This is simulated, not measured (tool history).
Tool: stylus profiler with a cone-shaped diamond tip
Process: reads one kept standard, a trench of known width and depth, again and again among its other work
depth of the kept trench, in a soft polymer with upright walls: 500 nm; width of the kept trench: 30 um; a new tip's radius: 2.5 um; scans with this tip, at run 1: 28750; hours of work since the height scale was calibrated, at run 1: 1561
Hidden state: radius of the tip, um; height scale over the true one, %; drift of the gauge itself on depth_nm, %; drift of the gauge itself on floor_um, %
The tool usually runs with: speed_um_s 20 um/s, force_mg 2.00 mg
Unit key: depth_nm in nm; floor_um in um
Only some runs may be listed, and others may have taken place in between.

run	hour	speed_um_s	force_mg	scans with this tip	hours of work since the height scale was calibrated	depth_nm	floor_um
1	0.0	20	2.00	28750	1561	502.52	25.41
2	89.7	6	2.00	29240	1630	502.01	25.38
3	230.2	6	2.00	30008	1738	501.88	25.39
4	303.7	20	2.00	30410	1794	502.14	25.36
5	419.9	20	1.34	31044	1884	500.69	25.35
6	529.0	20	2.00	31641	1968	501.61	25.31
7	660.6	20	2.00	32360	2069	501.21	25.23
# hour 667.0: height scale calibrated on a step standard
8	799.4	20	2.00	33116	102	500.69	25.27
9	873.2	20	2.00	33519	159	500.13	25.25
10	987.7	12	2.00	34145	247	500.09	25.22
11	1098.7	8	1.46	34751	332	498.90	25.21
# hour 1130.3: height scale calibrated on a step standard, once more
12	1181.2	32	1.75	35199	39	505.01	25.12
13	1243.4	56	2.00	35540	87	505.52	25.04
14	1337.6	56	2.00	36054	160	505.64	25.00
15	1399.5	56	2.00	36393	207	504.88	25.00
16	1472.7	9	1.72	36792	263	504.66	25.11
17	1552.0	9	3.00	37226	325	506.98	25.08
18	1647.9	7	3.62	37750	398	507.68	25.11
19	1787.2	7	3.62	38511	505	507.20	25.01

Each run again, without the hidden state but with its own random variation kept:
run	depth_nm	floor_um
1	505.77	26.95
2	505.41	26.94
3	505.52	26.98
4	505.89	26.96
5	504.61	26.99
6	505.72	26.97
7	505.53	26.92
8	505.94	27.00
9	505.49	26.99
10	505.64	26.99
11	504.62	27.00
12	505.12	26.93
13	505.72	26.86
14	506.01	26.84
15	505.35	26.85
16	505.25	26.99
17	507.69	26.97
18	508.54	27.02
19	508.31	26.95
